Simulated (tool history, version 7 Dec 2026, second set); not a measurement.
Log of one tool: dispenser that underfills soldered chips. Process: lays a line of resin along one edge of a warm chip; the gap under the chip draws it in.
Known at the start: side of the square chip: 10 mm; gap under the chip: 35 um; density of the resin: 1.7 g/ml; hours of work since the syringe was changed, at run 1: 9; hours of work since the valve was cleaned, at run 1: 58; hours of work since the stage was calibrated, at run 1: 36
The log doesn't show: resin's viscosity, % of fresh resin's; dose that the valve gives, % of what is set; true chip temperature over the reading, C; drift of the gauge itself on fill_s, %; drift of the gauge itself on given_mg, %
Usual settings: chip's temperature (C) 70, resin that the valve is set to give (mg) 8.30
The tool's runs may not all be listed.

run    day  chip's temperature (C)  resin that the valve is set to give (mg)  hours of work since the syringe was changed  hours of work since the valve was cleaned  hours of work since the stage was calibrated  time until the resin shows at the far edge (s)  resin that the valve gave (mg)
  1  0.000                      70                                      8.30                                            9                                         58                                            36                                            70.9                            7.92
     0.158  -- new syringe of resin
  2  0.233                      70                                      8.96                                            1                                         62                                            40                                            47.0                            8.61
  3  0.417                      70                                      8.96                                            5                                         65                                            43                                            56.3                            8.57
     0.538  -- dispensing valve cleaned and set on the balance
  4  0.621                      67                                      8.30                                            8                                          2                                            46                                            75.1                            8.24
     0.854  -- new syringe of resin
  5  0.854                      67                                      8.30                                            0                                          6                                            50                                            51.2                            8.30
  6  0.975                      70                                      8.34                                            2                                          8                                            52                                            49.0                            8.32
  7  1.079                      57                                      8.30                                            4                                         10                                            54                                           107.4                            8.26
  8  1.292                      70                                     10.39                                            8                                         14                                            58                                            65.9                           10.38
  9  1.483                      70                                     10.39                                           11                                         17                                            62                                            77.3                           10.25
     1.508  -- new syringe of resin
 10  1.683                      70                                     10.39                                            3                                         20                                            65                                            50.2                           10.25
 11  1.908                      74                                     10.39                                            7                                         25                                            69                                            50.8                           10.30
 12  2.117                      74                                     10.39                                           11                                         28                                            73                                            62.6                           10.17
     2.175  -- new syringe of resin
 13  2.312                      74                                     10.39                                            2                                         32                                            76                                            40.5                           10.11
 14  2.533                      70                                      9.36                                            7                                         36                                            80                                            61.6                            9.10
 15  2.654                      70                                      9.36                                            9                                         38                                            82                                            69.2                            9.22
     2.825  -- new syringe of resin
 16  2.862                      70                                      9.36                                            1                                         41                                            86                                            46.8                            9.09
 17  2.962                      70                                      9.36                                            3                                         43                                            88                                            48.8                            9.11
 18  3.179                      70                                      9.36                                            6                                         47                                            92                                            62.4                            9.06
 19  3.304                      61                                     10.29                                            9                                         49                                            94                                           109.2                            9.93
     3.475  -- new syringe of resin
 20  3.479                      63                                      8.30                                            0                                         53                                            97                                            66.5                            8.00
 21  3.729                      62                                      7.63                                            5                                         57                                           102                                            88.8                            7.29
 22  3.858                      73                                      7.53                                            7                                         59                                           104                                            58.2                            7.35
 23  4.042                      70                                      9.31                                           10                                         63                                           107                                            75.6                            8.90
     4.138  -- new syringe of resin
 24  4.208                      71                                      7.61                                            1                                         66                                           110                                            48.1                            7.21
     4.279  -- dispensing valve cleaned and set on the balance
 25  4.362                      77                                      7.64                                            3                                          2                                           112                                            38.9                            7.62
 26  4.525                      70                                     10.21                                            6                                          4                                           115                                            59.4                           10.20
 27  4.679                      70                                     10.21                                            9                                          7                                           118                                            70.2                           10.20
     4.825  -- new syringe of resin
 28  4.929                      70                                     10.21                                            2                                         12                                           122                                            49.2                           10.11
 29  5.096                      70                                     10.21                                            5                                         15                                           125                                            55.8                           10.17
 30  5.275                      81                                      9.94                                            8                                         18                                           129                                            38.9                            9.87
     5.479  -- new syringe of resin
 31  5.521                      76                                      8.13                                            1                                         22                                           133                                            34.2                            8.18
 32  5.742                      82                                      8.34                                            5                                         26                                           137                                            32.0                            8.26
 33  5.900                      77                                      8.36                                            8                                         29                                           140                                            46.4                            8.24
 34  6.008                      77                                      8.36                                           10                                         31                                           142                                            51.3                            8.22
     6.133  -- new syringe of resin
 35  6.138                      77                                      7.47                                            0                                         33                                           144                                            33.3                            7.36

4 ways to go on from here, each from the tool as it stands after run 35. What would each give?
  A  6.321                      82                                      9.69                                            3                                         37                                           147                                               ?                               ?
  B  6.321                      70                                     10.75                                            3                                         37                                           147                                               ?                               ?
  C  6.321                      71                                      7.63                                            3                                         37                                           147                                               ?                               ?
  D  6.321                      67                                      8.71                                            3                                         37                                           147                                               ?                               ?

run  time until the resin shows at the far edge (s)  resin that the valve gave (mg)
  A                                            29.3                            9.45
  B                                            53.2                           10.49
  C                                            52.9                            7.45
  D                                            63.7                            8.56
Without the tool's hidden state the same runs would have given:
run  time until the resin shows at the far edge (s)  resin that the valve gave (mg)
  A                                            23.8                            9.64
  B                                            43.4                           10.70
  C                                            42.9                            7.60
  D                                            51.7                            8.73
